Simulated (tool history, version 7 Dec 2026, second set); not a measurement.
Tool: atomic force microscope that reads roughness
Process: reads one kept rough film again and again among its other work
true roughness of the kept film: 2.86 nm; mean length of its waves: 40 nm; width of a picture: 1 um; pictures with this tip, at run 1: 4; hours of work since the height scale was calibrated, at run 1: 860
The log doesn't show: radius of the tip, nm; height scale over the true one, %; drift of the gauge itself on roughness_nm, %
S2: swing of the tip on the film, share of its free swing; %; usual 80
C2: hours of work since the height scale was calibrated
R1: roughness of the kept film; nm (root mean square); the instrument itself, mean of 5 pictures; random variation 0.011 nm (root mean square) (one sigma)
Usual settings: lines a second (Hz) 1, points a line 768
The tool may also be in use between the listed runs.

Run 1, hour 0: usual settings; pictures with this tip 4; C2 860. Result: R1 2.512 nm (root mean square).
Run 2, hour 37.3: usual settings; pictures with this tip 58; C2 880. Result: R1 2.337 nm (root mean square).
At hour 63.1: new tip fitted.
Run 3, hour 80.7: usual settings but S2 79 %; pictures with this tip 25; C2 904. Result: R1 2.449 nm (root mean square).
Run 4, hour 110: usual settings but points a line 378; pictures with this tip 68; C2 919. Result: R1 2.271 nm (root mean square).
At hour 132.8: new tip fitted.
Run 5, hour 145.7: usual settings but points a line 378; pictures with this tip 19; C2 939. Result: R1 2.474 nm (root mean square).
Run 6, hour 174.1: usual settings; pictures with this tip 60; C2 954. Result: R1 2.343 nm (root mean square).
At hour 199.1: new tip fitted.
Run 7, hour 208.1: usual settings; pictures with this tip 13; C2 972. Result: R1 2.492 nm (root mean square).
Run 8, hour 251.5: usual settings; pictures with this tip 76; C2 996. Result: R1 2.305 nm (root mean square).
At hour 266.2: new tip fitted.
Run 9, hour 281.3: usual settings but points a line 734; pictures with this tip 22; C2 1012. Result: R1 2.453 nm (root mean square).
Run 10, hour 305.8: usual settings but points a line 734; pictures with this tip 57; C2 1025. Result: R1 2.348 nm (root mean square).
At hour 333: new tip fitted.
Run 11, hour 333: usual settings; pictures with this tip 0; C2 1040. Result: R1 2.545 nm (root mean square).
Run 12, hour 353.3: usual settings but S2 87 %; pictures with this tip 29; C2 1051. Result: R1 2.398 nm (root mean square).
Run 13, hour 393: usual settings but S2 87 %; pictures with this tip 87; C2 1072. Result: R1 2.202 nm (root mean square).
At hour 398.8: new tip fitted.
Run 14, hour 428.3: usual settings; pictures with this tip 42; C2 1091. Result: R1 2.383 nm (root mean square).
Run 15, hour 456.4: usual settings; pictures with this tip 83; C2 1107. Result: R1 2.281 nm (root mean square).
At hour 468: new tip fitted.
Run 16, hour 477.6: usual settings but lines a second (Hz) 1.85; pictures with this tip 14; C2 1118. Result: R1 2.397 nm (root mean square).
Run 17, hour 509.9: usual settings but lines a second (Hz) 1.85; pictures with this tip 61; C2 1135. Result: R1 2.235 nm (root mean square).
Run 18, hour 528.6: usual settings but lines a second (Hz) 1.85; pictures with this tip 88; C2 1146. Result: R1 2.128 nm (root mean square).
At hour 535.7: new tip fitted.
Run 19, hour 555.5: usual settings but lines a second (Hz) 1.85; pictures with this tip 28; C2 1160. Result: R1 2.331 nm (root mean square).
Run 20, hour 587: usual settings; pictures with this tip 74; C2 1177. Result: R1 2.298 nm (root mean square).
At hour 602.9: new tip fitted.
Run 21, hour 616.4: usual settings; pictures with this tip 20; C2 1193. Result: R1 2.469 nm (root mean square).
Run 22, hour 642.8: usual settings; pictures with this tip 58; C2 1207. Result: R1 2.352 nm (root mean square).
At hour 670: new tip fitted.
Run 23, hour 670: usual settings; pictures with this tip 0; C2 1222. Result: R1 2.532 nm (root mean square).
Run 24, hour 695.2: usual settings but points a line 341; pictures with this tip 36; C2 1235. Result: R1 2.407 nm (root mean square).
Run 25, hour 719.7: usual settings but points a line 341; pictures with this tip 72; C2 1249. Result: R1 2.311 nm (root mean square).
At hour 737.3: new tip fitted.
Run 26, hour 755.6: usual settings but points a line 341; pictures with this tip 26; C2 1268. Result: R1 2.436 nm (root mean square).
Run 27, hour 797.5: usual settings but lines a second (Hz) 1.31, S2 61 %, points a line 444; pictures with this tip 87; C2 1291. Result: R1 2.314 nm (root mean square).
At hour 804.5: new tip fitted.
Run 28, hour 817.5: usual settings but lines a second (Hz) 1.31, S2 58 %, points a line 763; pictures with this tip 19; C2 1301. Result: R1 2.593 nm (root mean square).
Run 29, hour 845.2: usual settings but lines a second (Hz) 1.31, S2 58 %, points a line 763; pictures with this tip 59; C2 1317. Result: R1 2.425 nm (root mean square).
At hour 872.1: new tip fitted.
Run 30, hour 872.5: usual settings but lines a second (Hz) 3.54, S2 82 %, points a line 386; pictures with this tip 0; C2 1331. Result: R1 2.169 nm (root mean square).
Run 31, hour 913.6: usual settings but S2 63 %, points a line 267; pictures with this tip 60; C2 1354. Result: R1 2.407 nm (root mean square).
Run 32, hour 932.3: usual settings but lines a second (Hz) 0.64, S2 79 %, points a line 267; pictures with this tip 87; C2 1364. Result: R1 2.295 nm (root mean square).
At hour 938.3: new tip fitted.
Run 33, hour 954.5: usual settings but lines a second (Hz) 1.74, points a line 377; pictures with this tip 23; C2 1375. Result: R1 2.352 nm (root mean square).
Run 34, hour 991.1: usual settings but lines a second (Hz) 1.74, S2 86 %, points a line 377; pictures with this tip 76; C2 1395. Result: R1 2.107 nm (root mean square).
At hour 1004.9: new tip fitted.
Run 35, hour 1013.9: usual settings but lines a second (Hz) 1.74, S2 86 %, points a line 377; pictures with this tip 13; C2 1408. Result: R1 2.317 nm (root mean square).
Run 36, hour 1033.7: usual settings but lines a second (Hz) 1.73, S2 67 %, points a line 377; pictures with this tip 41; C2 1418. Result: R1 2.404 nm (root mean square).
Run 37, hour 1056.4: usual settings but S2 62 %, points a line 536; pictures with this tip 74; C2 1431. Result: R1 2.368 nm (root mean square).
At hour 1071.2: new tip fitted.
Run 38, hour 1095.9: usual settings but lines a second (Hz) 0.73, S2 62 %, points a line 536; pictures with this tip 36; C2 1452. Result: R1 2.518 nm (root mean square).
Run 39, hour 1128.3: usual settings but lines a second (Hz) 0.73, S2 62 %, points a line 536; pictures with this tip 83; C2 1470. Result: R1 2.404 nm (root mean square).
At hour 1138: new tip fitted.
Run 40, hour 1156.5: usual settings but lines a second (Hz) 0.63, S2 67 %, points a line 437; pictures with this tip 27; C2 1485. Result: R1 2.538 nm (root mean square).
Run 41, hour 1180: usual settings but lines a second (Hz) 0.57, S2 87 %; pictures with this tip 61; C2 1497. Result: R1 2.372 nm (root mean square).
At hour 1205.3: new tip fitted.
Run 42, hour 1209.5: usual settings but lines a second (Hz) 0.59, S2 66 %; pictures with this tip 6; C2 1513. Result: R1 2.661 nm (root mean square).
Run 43, hour 1242.1: usual settings but lines a second (Hz) 0.59, S2 66 %; pictures with this tip 53; C2 1531. Result: R1 2.455 nm (root mean square).
At hour 1271.6: new tip fitted.
Run 44, hour 1273.5: usual settings but lines a second (Hz) 0.7, points a line 911; pictures with this tip 3; C2 1548. Result: R1 2.587 nm (root mean square).
Run 45, hour 1294.5: usual settings but lines a second (Hz) 0.7, points a line 911; pictures with this tip 33; C2 1559. Result: R1 2.458 nm (root mean square).
Run 46, hour 1318.1: usual settings but lines a second (Hz) 0.7, points a line 911; pictures with this tip 68; C2 1572. Result: R1 2.324 nm (root mean square).
At hour 1340.8: new tip fitted.
Run 47, hour 1358.8: usual settings but S2 56 %, points a line 659; pictures with this tip 26; C2 1594. Result: R1 2.572 nm (root mean square).
Run 48, hour 1395.7: usual settings but S2 56 %, points a line 659; pictures with this tip 79; C2 1614. Result: R1 2.369 nm (root mean square).
At hour 1409.9: new tip fitted.
Run 49, hour 1428: usual settings but S2 56 %, points a line 659; pictures with this tip 26; C2 1631. Result: R1 2.566 nm (root mean square).
Run 50, hour 1464.8: usual settings but S2 56 %, points a line 659; pictures with this tip 80; C2 1651. Result: R1 2.39 nm (root mean square).
At hour 1476.3: new tip fitted.
Run 51, hour 1487.8: usual settings but lines a second (Hz) 1.71; pictures with this tip 16; C2 1664. Result: R1 2.403 nm (root mean square).

3 ways to go on from here, each from the tool as it stands after run 51. What would each give?
Run A, hour 1518.5: usual settings but lines a second (Hz) 0.54, S2 58 %, points a line 793; pictures with this tip 61; C2 1680. Result: R1 ?.
Run B, hour 1518.5: usual settings but lines a second (Hz) 0.79, S2 70 %, points a line 844; pictures with this tip 61; C2 1680. Result: R1 ?.
Run C, hour 1518.5: usual settings but lines a second (Hz) 0.79, S2 76 %, points a line 666; pictures with this tip 61; C2 1680. Result: R1 ?.

run     R1
  A  2.421
  B  2.401
  C  2.356
Without the tool's hidden state the same runs would have given:
run     R1
  A  2.675
  B  2.653
  C  2.603

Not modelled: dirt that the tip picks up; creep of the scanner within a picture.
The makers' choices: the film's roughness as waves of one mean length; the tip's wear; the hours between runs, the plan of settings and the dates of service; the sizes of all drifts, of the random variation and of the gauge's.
